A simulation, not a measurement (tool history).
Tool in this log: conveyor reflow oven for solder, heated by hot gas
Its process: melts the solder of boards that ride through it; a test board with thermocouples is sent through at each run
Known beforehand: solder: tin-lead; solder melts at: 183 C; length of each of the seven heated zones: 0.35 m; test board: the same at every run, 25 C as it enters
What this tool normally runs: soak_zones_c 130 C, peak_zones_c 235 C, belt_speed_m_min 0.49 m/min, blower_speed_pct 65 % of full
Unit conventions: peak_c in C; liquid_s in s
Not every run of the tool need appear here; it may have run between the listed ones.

{"run": 1, "hour": 0.0, "soak_zones_c": 130, "peak_zones_c": 235, "belt_speed_m_min": 0.49, "blower_speed_pct": 65, "peak_c": 210.4, "liquid_s": 53.2}
{"run": 2, "hour": 10.4, "soak_zones_c": 130, "peak_zones_c": 235, "belt_speed_m_min": 0.49, "blower_speed_pct": 65, "peak_c": 209.8, "liquid_s": 53.3}
{"run": 3, "hour": 18.0, "soak_zones_c": 130, "peak_zones_c": 235, "belt_speed_m_min": 0.49, "blower_speed_pct": 65, "peak_c": 210.3, "liquid_s": 53}
{"run": 4, "hour": 22.4, "soak_zones_c": 130, "peak_zones_c": 235, "belt_speed_m_min": 0.49, "blower_speed_pct": 65, "peak_c": 210.1, "liquid_s": 52.9}
{"hour": 30.9, "done": "flux residue cleaned out of gas plates and filters"}
{"run": 5, "hour": 34.5, "soak_zones_c": 130, "peak_zones_c": 235, "belt_speed_m_min": 0.49, "blower_speed_pct": 65, "peak_c": 213.3, "liquid_s": 57.3}
{"run": 6, "hour": 41.7, "soak_zones_c": 130, "peak_zones_c": 235, "belt_speed_m_min": 0.518, "blower_speed_pct": 65, "peak_c": 211.1, "liquid_s": 51.3}
{"run": 7, "hour": 46.9, "soak_zones_c": 130, "peak_zones_c": 235, "belt_speed_m_min": 0.518, "blower_speed_pct": 65, "peak_c": 211, "liquid_s": 51.2}
{"run": 8, "hour": 55.5, "soak_zones_c": 130, "peak_zones_c": 235, "belt_speed_m_min": 0.49, "blower_speed_pct": 65, "peak_c": 213.4, "liquid_s": 56.8}
{"run": 9, "hour": 60.2, "soak_zones_c": 130, "peak_zones_c": 235, "belt_speed_m_min": 0.49, "blower_speed_pct": 65, "peak_c": 213.2, "liquid_s": 57.4}
{"run": 10, "hour": 68.0, "soak_zones_c": 130, "peak_zones_c": 235, "belt_speed_m_min": 0.49, "blower_speed_pct": 65, "peak_c": 213.4, "liquid_s": 57.3}
{"run": 11, "hour": 75.1, "soak_zones_c": 128, "peak_zones_c": 235, "belt_speed_m_min": 0.4, "blower_speed_pct": 61, "peak_c": 218.4, "liquid_s": 77.4}
{"run": 12, "hour": 83.9, "soak_zones_c": 120, "peak_zones_c": 247, "belt_speed_m_min": 0.49, "blower_speed_pct": 65, "peak_c": 221.2, "liquid_s": 60.9}
{"run": 13, "hour": 92.5, "soak_zones_c": 120, "peak_zones_c": 247, "belt_speed_m_min": 0.499, "blower_speed_pct": 65, "peak_c": 220.2, "liquid_s": 58.3}
{"run": 14, "hour": 100.4, "soak_zones_c": 120, "peak_zones_c": 247, "belt_speed_m_min": 0.499, "blower_speed_pct": 65, "peak_c": 219.9, "liquid_s": 58.2}
{"run": 15, "hour": 107.4, "soak_zones_c": 130, "peak_zones_c": 235, "belt_speed_m_min": 0.445, "blower_speed_pct": 71, "peak_c": 218.7, "liquid_s": 69.9}
{"run": 16, "hour": 112.9, "soak_zones_c": 126, "peak_zones_c": 232, "belt_speed_m_min": 0.49, "blower_speed_pct": 60, "peak_c": 207.6, "liquid_s": 49}
{"run": 17, "hour": 121.7, "soak_zones_c": 130, "peak_zones_c": 223, "belt_speed_m_min": 0.49, "blower_speed_pct": 72, "peak_c": 205.3, "liquid_s": 48.9}

Here are 3 independent what-if runs from the current tool condition. What would each one return?
{"run": "A", "hour": 128.5, "soak_zones_c": 129, "peak_zones_c": 235, "belt_speed_m_min": 0.49, "blower_speed_pct": 55, "peak_c": "?", "liquid_s": "?"}
{"run": "B", "hour": 128.5, "soak_zones_c": 117, "peak_zones_c": 223, "belt_speed_m_min": 0.587, "blower_speed_pct": 62, "peak_c": "?", "liquid_s": "?"}
{"run": "C", "hour": 128.5, "soak_zones_c": 130, "peak_zones_c": 235, "belt_speed_m_min": 0.443, "blower_speed_pct": 65, "peak_c": "?", "liquid_s": "?"}

run=A peak_c=208.3 liquid_s=50.4
run=B peak_c=191.6 liquid_s=16.2
run=C peak_c=216.7 liquid_s=67.3
Without the tool's hidden state the same runs would have given:
run=A peak_c=207.9 liquid_s=49.4
run=B peak_c=191.3 liquid_s=15.7
run=C peak_c=216.4 liquid_s=66.4
